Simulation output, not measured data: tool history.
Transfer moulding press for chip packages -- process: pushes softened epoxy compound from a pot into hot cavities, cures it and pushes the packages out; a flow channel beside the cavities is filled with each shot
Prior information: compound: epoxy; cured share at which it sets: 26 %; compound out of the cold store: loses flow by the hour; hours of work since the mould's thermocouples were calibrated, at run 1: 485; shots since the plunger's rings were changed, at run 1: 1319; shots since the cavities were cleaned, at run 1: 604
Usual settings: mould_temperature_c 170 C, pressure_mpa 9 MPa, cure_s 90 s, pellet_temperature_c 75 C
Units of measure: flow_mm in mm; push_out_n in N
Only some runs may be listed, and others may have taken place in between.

run   hour  mould_temperature_c  pressure_mpa  cure_s  pellet_temperature_c  hours of work since the mould's thermocouples were calibrated  shots since the plunger's rings were changed  shots since the cavities were cleaned  incoming compound's hours out of the cold store  flow_mm  push_out_n
  1      0                  170             9      90                    75                                                            485                                          1319                                    604                                             17.2      986         361
  2   23.6                  170             9      90                    75                                                            499                                          1592                                    877                                             38.1      890         383
      28.2  -- mould's thermocouples calibrated
        35  -- cavities cleaned with cleaning compound and waxed
  3   59.6                  170             9      90                    75                                                             18                                          1969                                    286                                             26.6      937         495
  4   95.1                  170             9      93                    75                                                             39                                          2380                                    697                                             13.9      980         484
     121.9  -- cavities cleaned with cleaning compound and waxed
  5  135.9                  170             9      93                    75                                                             63                                          2835                                    163                                             24.1      919         253
  6  155.1                  170             9      93                    75                                                             74                                          3058                                    386                                             10.5      980         311
  7  189.2                  164             9      93                    75                                                             95                                          3452                                    780                                             21.9      949         561
     208.4  -- cavities cleaned with cleaning compound and waxed
  8  208.4                  170             9      90                    79                                                            106                                          3657                                      0                                             40.7      845         201
     212.1  -- cavities cleaned with cleaning compound and waxed, once more
  9    250                  170             9      90                    79                                                            130                                          4122                                    439                                             31.4      876         331
     273.7  -- plunger's sealing rings changed
 10  282.8                  170             9      90                    79                                                            148                                           105                                    789                                             27.1      956         391
     299.1  -- cavities cleaned with cleaning compound and waxed
 11  324.7                  170             9      90                    79                                                            172                                           574                                    297                                               32      928         282
 12  348.9                  170             9      90                    79                                                            187                                           854                                    577                                             42.5      886         341
 13  371.1                  171             9      90                    75                                                            200                                          1111                                    834                                             36.6      905         371
       385  -- cavities cleaned with cleaning compound and waxed
 14  394.5                  170             9      90                    75                                                            213                                          1365                                    110                                             35.2      908         243
 15    413                  170             9      90                    75                                                            224                                          1578                                    323                                              8.6     1022         323
 16  434.6                  168          7.36      83                    77                                                            237                                          1828                                    573                                             30.1      827         447
     469.5  -- cavities cleaned with cleaning compound and waxed
 17  476.5                  167          9.93      74                    75                                                            261                                          2296                                     81                                             14.5     1044         442
 18  514.7                  164         10.89     124                    81                                                            284                                          2739                                    524                                             27.9     1024         319
 19  544.6                  164         10.89     124                    81                                                            302                                          3085                                    870                                             33.3      999         342
     555.3  -- cavities cleaned with cleaning compound and waxed
 20  566.7                  164         10.89     124                    76                                                            315                                          3323                                    131                                             43.4      951         230
 21    591                  170             9      90                    75                                                            329                                          3605                                    413                                             40.7      843         320
 22    611                  170             9      90                    75                                                            341                                          3837                                    645                                             33.4      871         347
 23  633.4                  170          9.53     126                    75                                                            355                                          4097                                    905                                             29.3      912         319
     640.2  -- cavities cleaned with cleaning compound and waxed
     659.9  -- plunger's sealing rings changed
 24  664.9                  170          9.53     126                    83                                                            371                                            59                                    258                                             46.6      896         243
 25  696.6                  170          7.45      81                    79                                                            390                                           426                                    625                                             44.6      804         410
     728.5  -- cavities cleaned with cleaning compound and waxed
 26  736.1                  170          7.45      81                    79                                                            413                                           866                                     88                                             22.3      872         286
 27  758.7                  170          7.88      81                    79                                                            427                                          1128                                    350                                             31.4      866         360
 28    800                  170          7.88     106                    70                                                            452                                          1606                                    828                                             22.3      886         337
     814.2  -- cavities cleaned with cleaning compound and waxed
 29  841.6                  169             9      90                    75                                                            476                                          2070                                    317                                             46.8      836         300

Each row is a separate what-if for the run after 29, all from the same tool condition, not one after another. Results?
  A  877.3                  169          9.03      90                    75                                                            497                                          2484                                    731                                             36.9        ?           ?
  B  877.3                  169          8.55      86                    85                                                            497                                          2484                                    731                                             12.6        ?           ?
  C  877.3                  166             9      73                    75                                                            497                                          2484                                    731                                             11.5        ?           ?

run  flow_mm  push_out_n
  A      889         394
  B      965         412
  C      997         821
Stripped of hidden state, with their random variation kept, the same runs would have yielded:
run  flow_mm  push_out_n
  A      934         225
  B     1013         234
  C     1048         473

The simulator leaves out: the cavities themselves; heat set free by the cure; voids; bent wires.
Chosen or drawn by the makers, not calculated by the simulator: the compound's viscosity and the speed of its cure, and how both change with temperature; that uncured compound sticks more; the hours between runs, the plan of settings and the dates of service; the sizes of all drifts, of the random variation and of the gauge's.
